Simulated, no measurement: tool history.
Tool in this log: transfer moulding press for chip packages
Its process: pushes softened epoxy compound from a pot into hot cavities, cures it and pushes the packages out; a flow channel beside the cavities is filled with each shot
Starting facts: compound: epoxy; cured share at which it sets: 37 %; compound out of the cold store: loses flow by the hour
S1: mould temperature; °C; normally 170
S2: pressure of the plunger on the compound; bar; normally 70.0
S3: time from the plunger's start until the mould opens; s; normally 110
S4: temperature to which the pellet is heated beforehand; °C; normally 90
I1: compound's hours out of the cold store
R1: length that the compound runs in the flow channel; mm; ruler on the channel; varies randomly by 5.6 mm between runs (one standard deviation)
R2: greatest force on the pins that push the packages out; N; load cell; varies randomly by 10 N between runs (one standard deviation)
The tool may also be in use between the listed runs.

{"run": 1, "hour": 0.0, "S1": 170, "S2": 70.0, "S3": 110, "S4": 90, "I1": 47.4, "R1": 822, "R2": 577}
{"run": 2, "hour": 6.0, "S1": 170, "S2": 70.0, "S3": 110, "S4": 90, "I1": 19.2, "R1": 929, "R2": 617}
{"run": 3, "hour": 10.2, "S1": 170, "S2": 70.0, "S3": 110, "S4": 90, "I1": 46.6, "R1": 833, "R2": 612}
{"run": 4, "hour": 14.2, "S1": 170, "S2": 70.0, "S3": 110, "S4": 90, "I1": 16.9, "R1": 928, "R2": 643}
{"run": 5, "hour": 21.1, "S1": 170, "S2": 70.0, "S3": 110, "S4": 90, "I1": 9.2, "R1": 949, "R2": 660}
{"run": 6, "hour": 27.9, "S1": 170, "S2": 70.0, "S3": 110, "S4": 90, "I1": 35.4, "R1": 864, "R2": 654}
{"run": 7, "hour": 33.2, "S1": 170, "S2": 70.0, "S3": 110, "S4": 90, "I1": 9.7, "R1": 963, "R2": 649}
{"run": 8, "hour": 42.0, "S1": 170, "S2": 70.0, "S3": 110, "S4": 90, "I1": 37.2, "R1": 855, "R2": 656}
{"run": 9, "hour": 47.2, "S1": 170, "S2": 70.0, "S3": 110, "S4": 90, "I1": 27.0, "R1": 899, "R2": 681}
{"hour": 49.8, "done": "mould's thermocouples calibrated"}
{"hour": 56.3, "done": "cavities cleaned with cleaning compound and waxed"}
{"run": 10, "hour": 56.7, "S1": 170, "S2": 70.0, "S3": 130, "S4": 90, "I1": 35.7, "R1": 846, "R2": 433}
{"run": 11, "hour": 62.2, "S1": 170, "S2": 70.0, "S3": 130, "S4": 90, "I1": 13.9, "R1": 928, "R2": 477}
{"run": 12, "hour": 69.7, "S1": 170, "S2": 70.0, "S3": 130, "S4": 90, "I1": 37.0, "R1": 851, "R2": 489}
{"run": 13, "hour": 75.9, "S1": 170, "S2": 70.0, "S3": 110, "S4": 90, "I1": 37.4, "R1": 840, "R2": 560}
{"run": 14, "hour": 82.2, "S1": 170, "S2": 70.0, "S3": 110, "S4": 90, "I1": 46.2, "R1": 815, "R2": 578}
{"hour": 87.0, "done": "mould's thermocouples calibrated, once more"}
{"run": 15, "hour": 88.1, "S1": 170, "S2": 70.0, "S3": 110, "S4": 90, "I1": 39.5, "R1": 840, "R2": 571}
{"run": 16, "hour": 96.8, "S1": 170, "S2": 85.1, "S3": 110, "S4": 90, "I1": 19.6, "R1": 994, "R2": 625}
{"run": 17, "hour": 103.9, "S1": 170, "S2": 78.6, "S3": 110, "S4": 91, "I1": 21.7, "R1": 945, "R2": 640}
{"run": 18, "hour": 111.9, "S1": 165, "S2": 52.7, "S3": 110, "S4": 90, "I1": 19.1, "R1": 800, "R2": 852}
{"run": 19, "hour": 118.5, "S1": 165, "S2": 52.7, "S3": 110, "S4": 90, "I1": 41.2, "R1": 741, "R2": 801}

Expected results for the next run?
{"run": 20, "hour": 123.1, "S1": 165, "S2": 52.7, "S3": 110, "S4": 90, "I1": 20.0, "R1": "?", "R2": "?"}

Run 20 gave R1 803 mm, R2 843 N.
With no hidden state in the tool, this same run would have given R1 834 mm, R2 582 N.

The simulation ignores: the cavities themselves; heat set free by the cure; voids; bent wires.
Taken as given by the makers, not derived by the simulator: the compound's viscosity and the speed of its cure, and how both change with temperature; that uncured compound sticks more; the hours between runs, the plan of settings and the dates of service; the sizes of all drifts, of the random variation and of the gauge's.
